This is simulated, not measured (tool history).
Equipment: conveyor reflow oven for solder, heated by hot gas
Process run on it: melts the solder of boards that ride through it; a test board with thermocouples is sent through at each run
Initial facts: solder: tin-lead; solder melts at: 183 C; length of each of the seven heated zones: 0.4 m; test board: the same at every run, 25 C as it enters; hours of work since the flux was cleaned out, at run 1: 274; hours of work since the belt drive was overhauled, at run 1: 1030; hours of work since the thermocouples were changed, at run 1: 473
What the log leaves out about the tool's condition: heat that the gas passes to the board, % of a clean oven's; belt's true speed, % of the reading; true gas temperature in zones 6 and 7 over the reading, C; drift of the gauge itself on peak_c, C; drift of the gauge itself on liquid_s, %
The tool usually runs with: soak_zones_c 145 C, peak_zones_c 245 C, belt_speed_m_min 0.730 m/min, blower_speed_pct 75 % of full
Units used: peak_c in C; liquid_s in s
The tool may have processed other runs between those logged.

run     day  soak_zones_c  peak_zones_c  belt_speed_m_min  blower_speed_pct  hours of work since the flux was cleaned out  hours of work since the belt drive was overhauled  hours of work since the thermocouples were changed  peak_c  liquid_s
  1   0.000           145           245             0.730                75                                           274                                               1030                                                 473   221.7      54.9
      0.904  -- flux residue cleaned out of gas plates and filters
  2   2.292           145           245             0.730                75                                            17                                               1055                                                 499   224.3      56.7
  3   4.379           137           245             0.730                75                                            43                                               1081                                                 524   222.6      53.3
  4   5.500           137           245             0.730                75                                            57                                               1095                                                 538   222.5      53.2
  5   7.212           137           245             0.730                75                                            78                                               1116                                                 559   222.3      53.2
  6   8.212           137           245             0.644                75                                            90                                               1128                                                 572   226.7      63.8
  7   9.258           137           245             0.644                75                                           103                                               1141                                                 585   227.1      63.0
  8  10.912           137           245             0.644                75                                           123                                               1161                                                 605   226.8      63.1
  9  12.258           137           245             0.644                75                                           140                                               1178                                                 622   225.7      62.8
 10  13.867           137           245             0.644                75                                           160                                               1198                                                 641   225.9      62.4
 11  15.050           137           245             0.644                75                                           174                                               1212                                                 656   225.8      63.1
 12  16.904           137           245             0.644                75                                           197                                               1235                                                 679   225.5      61.9
 13  18.446           157           258             0.758                75                                           216                                               1254                                                 698   233.7      63.4
 14  20.342           157           258             0.758                75                                           239                                               1278                                                 721   233.2      63.8
 15  21.917           132           234             0.758                75                                           259                                               1297                                                 740   208.5      38.8
 16  23.171           132           234             0.758                75                                           274                                               1312                                                 756   207.8      38.6
     23.992  -- flux residue cleaned out of gas plates and filters
 17  25.146           132           234             0.758                75                                            14                                               1334                                                 778   211.3      42.0
 18  26.450           148           245             0.730                55                                            30                                               1350                                                 794   220.0      55.4
     26.792  -- belt drive overhauled, speed set with a stopwatch
 19  27.825           138           245             0.730                55                                            45                                                 13                                                 809   216.5      47.1
 20  29.308           140           250             0.697                55                                            63                                                 31                                                 827   223.1      54.5
 21  31.383           145           259             0.730                75                                            89                                                 57                                                 852   234.1      60.3
 22  32.238           145           245             0.679                75                                           100                                                 67                                                 863   225.1      60.1
 23  33.238           145           259             0.730                82                                           112                                                 79                                                 875   234.5      60.8

Here are 5 independent what-if runs from the current tool condition. What would each one return?
  A  34.308           140           248             0.730                75                                           125                                                 93                                                 889       ?         ?
  B  34.308           149           245             0.609                75                                           125                                                 93                                                 889       ?         ?
  C  34.308           158           244             0.730                74                                           125                                                 93                                                 889       ?         ?
  D  34.308           145           249             0.763                75                                           125                                                 93                                                 889       ?         ?
  E  34.308           154           259             0.771                65                                           125                                                 93                                                 889       ?         ?

run  peak_c  liquid_s
  A   223.6      52.8
  B   229.1      71.4
  C   224.0      59.2
  D   223.3      52.8
  E   230.0      58.6
Stripped of hidden state, with their random variation kept, the same runs would have yielded:
run  peak_c  liquid_s
  A   225.8      54.0
  B   231.0      72.2
  C   225.9      60.1
  D   225.6      54.0
  E   232.2      59.4
